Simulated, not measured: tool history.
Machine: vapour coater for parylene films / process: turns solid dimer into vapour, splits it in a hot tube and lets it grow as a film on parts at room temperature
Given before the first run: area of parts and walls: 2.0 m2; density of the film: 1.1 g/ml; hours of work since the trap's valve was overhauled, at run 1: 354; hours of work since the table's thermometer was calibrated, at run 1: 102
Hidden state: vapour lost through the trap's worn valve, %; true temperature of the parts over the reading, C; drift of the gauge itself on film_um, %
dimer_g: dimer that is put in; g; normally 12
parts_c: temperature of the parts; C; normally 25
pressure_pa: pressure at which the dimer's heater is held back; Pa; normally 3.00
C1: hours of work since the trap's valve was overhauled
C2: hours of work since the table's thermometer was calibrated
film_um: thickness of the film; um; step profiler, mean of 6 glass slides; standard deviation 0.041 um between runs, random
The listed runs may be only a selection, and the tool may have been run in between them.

Run 1, hour 0.0: usual settings; C1 354; C2 102. Result: film_um 4.00 um.
At hour 20.1: trap's valve overhauled.
Run 2, hour 91.7: usual settings but parts_c 36 C; C1 49; C2 162. Result: film_um 3.53 um.
Run 3, hour 142.2: usual settings but parts_c 36 C; C1 83; C2 196. Result: film_um 3.53 um.
Run 4, hour 198.9: usual settings but parts_c 36 C; C1 122; C2 235. Result: film_um 3.50 um.
Run 5, hour 251.1: usual settings but parts_c 36 C; C1 158; C2 271. Result: film_um 3.35 um.
Run 6, hour 297.2: usual settings; C1 189; C2 302. Result: film_um 4.18 um.
Run 7, hour 361.0: usual settings; C1 233; C2 346. Result: film_um 4.15 um.
Run 8, hour 400.4: usual settings but dimer_g 6 g; C1 260; C2 373. Result: film_um 2.06 um.
Run 9, hour 466.8: usual settings but pressure_pa 4.34 Pa; C1 305; C2 418. Result: film_um 3.77 um.
Run 10, hour 532.1: usual settings but pressure_pa 4.34 Pa; C1 350; C2 463. Result: film_um 3.67 um.
At hour 557.1: trap's valve overhauled.
Run 11, hour 586.5: usual settings but pressure_pa 4.34 Pa; C1 20; C2 497. Result: film_um 4.11 um.
Run 12, hour 628.5: usual settings but pressure_pa 4.34 Pa; C1 49; C2 526. Result: film_um 4.07 um.
Run 13, hour 679.1: usual settings but pressure_pa 4.34 Pa; C1 83; C2 560. Result: film_um 4.05 um.
Run 14, hour 740.8: usual settings but parts_c 21 C; C1 125; C2 602. Result: film_um 4.73 um.
Run 15, hour 814.5: usual settings but parts_c 18 C; C1 176; C2 653. Result: film_um 4.94 um.
Run 16, hour 886.4: usual settings but parts_c 18 C; C1 225; C2 702. Result: film_um 4.78 um.
Run 17, hour 962.6: usual settings; C1 277; C2 754. Result: film_um 4.12 um.
Run 18, hour 1048.1: usual settings; C1 335; C2 812. Result: film_um 3.99 um.
At hour 1099.7: trap's valve overhauled.
Run 19, hour 1139.7: usual settings but dimer_g 6 g; C1 27; C2 872. Result: film_um 2.22 um.
Run 20, hour 1206.2: usual settings but dimer_g 6 g; C1 73; C2 917. Result: film_um 2.20 um.
Run 21, hour 1259.5: usual settings but dimer_g 6 g; C1 109; C2 954. Result: film_um 2.17 um.
Run 22, hour 1328.7: usual settings but dimer_g 6 g; C1 156; C2 1001. Result: film_um 2.13 um.
Run 23, hour 1413.2: usual settings but dimer_g 6 g; C1 214; C2 1059. Result: film_um 2.11 um.
Run 24, hour 1459.4: usual settings but dimer_g 6 g, parts_c 26 C, pressure_pa 2.31 Pa; C1 246; C2 1090. Result: film_um 2.16 um.
Run 25, hour 1528.2: usual settings but dimer_g 6 g, parts_c 21 C, pressure_pa 4.09 Pa; C1 293; C2 1137. Result: film_um 2.04 um.
Run 26, hour 1591.3: usual settings but dimer_g 14 g, parts_c 21 C, pressure_pa 6.25 Pa; C1 336; C2 1180. Result: film_um 4.24 um.
At hour 1637.4: trap's valve overhauled.
Run 27, hour 1681.3: usual settings but dimer_g 14 g, parts_c 21 C, pressure_pa 6.25 Pa; C1 30; C2 1239. Result: film_um 4.70 um.
Run 28, hour 1736.8: usual settings but dimer_g 10 g, parts_c 30 C, pressure_pa 5.42 Pa; C1 68; C2 1277. Result: film_um 2.79 um.
Run 29, hour 1802.0: usual settings but dimer_g 5 g, parts_c 35 C, pressure_pa 5.42 Pa; C1 112; C2 1322. Result: film_um 1.25 um.
Run 30, hour 1880.5: usual settings but dimer_g 5 g, parts_c 35 C, pressure_pa 5.42 Pa; C1 166; C2 1375. Result: film_um 1.24 um.
Run 31, hour 1926.6: usual settings but dimer_g 5 g, parts_c 35 C, pressure_pa 3.93 Pa; C1 198; C2 1407. Result: film_um 1.31 um.
Run 32, hour 1969.4: usual settings but dimer_g 16 g, parts_c 26 C, pressure_pa 4.82 Pa; C1 227; C2 1436. Result: film_um 4.76 um.
Run 33, hour 2026.7: usual settings but parts_c 23 C, pressure_pa 2.36 Pa; C1 266; C2 1475. Result: film_um 4.51 um.
Run 34, hour 2089.4: usual settings but parts_c 23 C, pressure_pa 2.36 Pa; C1 309; C2 1518. Result: film_um 4.51 um.
Run 35, hour 2146.7: usual settings but parts_c 23 C, pressure_pa 2.36 Pa; C1 348; C2 1557. Result: film_um 4.31 um.
At hour 2176.3: trap's valve overhauled.
Run 36, hour 2206.2: usual settings but dimer_g 9 g, parts_c 20 C, pressure_pa 8.36 Pa; C1 20; C2 1595. Result: film_um 2.91 um.
Run 37, hour 2273.4: usual settings but parts_c 18 C, pressure_pa 7.92 Pa; C1 66; C2 1641. Result: film_um 3.95 um.
Run 38, hour 2339.5: usual settings but dimer_g 8 g, pressure_pa 5.15 Pa; C1 112; C2 1686. Result: film_um 2.49 um.
At hour 2369.3: table's thermometer calibrated.
Run 39, hour 2411.5: usual settings but dimer_g 8 g, pressure_pa 5.15 Pa; C1 160; C2 29. Result: film_um 2.56 um.
Run 40, hour 2478.7: usual settings but parts_c 33 C, pressure_pa 8.12 Pa; C1 206; C2 75. Result: film_um 2.90 um.
Run 41, hour 2548.1: usual settings but parts_c 33 C, pressure_pa 8.12 Pa; C1 253; C2 122. Result: film_um 2.79 um.
Run 42, hour 2613.6: usual settings but pressure_pa 3.85 Pa; C1 298; C2 167. Result: film_um 3.88 um.
Run 43, hour 2651.0: usual settings but parts_c 21 C, pressure_pa 8.22 Pa; C1 324; C2 192. Result: film_um 3.54 um.
At hour 2712.9: trap's valve overhauled.
Run 44, hour 2715.5: usual settings but dimer_g 18 g, parts_c 32 C, pressure_pa 10.39 Pa; C1 2; C2 234. Result: film_um 4.37 um.
Run 45, hour 2780.9: usual settings but dimer_g 6 g; C1 46; C2 278. Result: film_um 2.21 um.
Run 46, hour 2868.3: usual settings but dimer_g 18 g; C1 106; C2 338. Result: film_um 6.55 um.

The logged runs with the hidden state left out (each run's random variation unchanged):
run  film_um
  1     4.52
  2     3.60
  3     3.64
  4     3.65
  5     3.54
  6     4.47
  7     4.49
  8     2.26
  9     4.19
 10     4.14
 11     4.18
 12     4.17
 13     4.19
 14     4.96
 15     5.27
 16     5.19
 17     4.54
 18     4.50
 19     2.27
 20     2.28
 21     2.28
 22     2.27
 23     2.29
 24     2.39
 25     2.28
 26     4.82
 27     4.85
 28     2.91
 29     1.32
 30     1.33
 31     1.43
 32     5.23
 33     5.03
 34     5.09
 35     4.93
 36     3.00
 37     4.13
 38     2.65
 39     2.69
 40     3.10
 41     3.02
 42     4.28
 43     3.93
 44     4.39
 45     2.25
 46     6.78
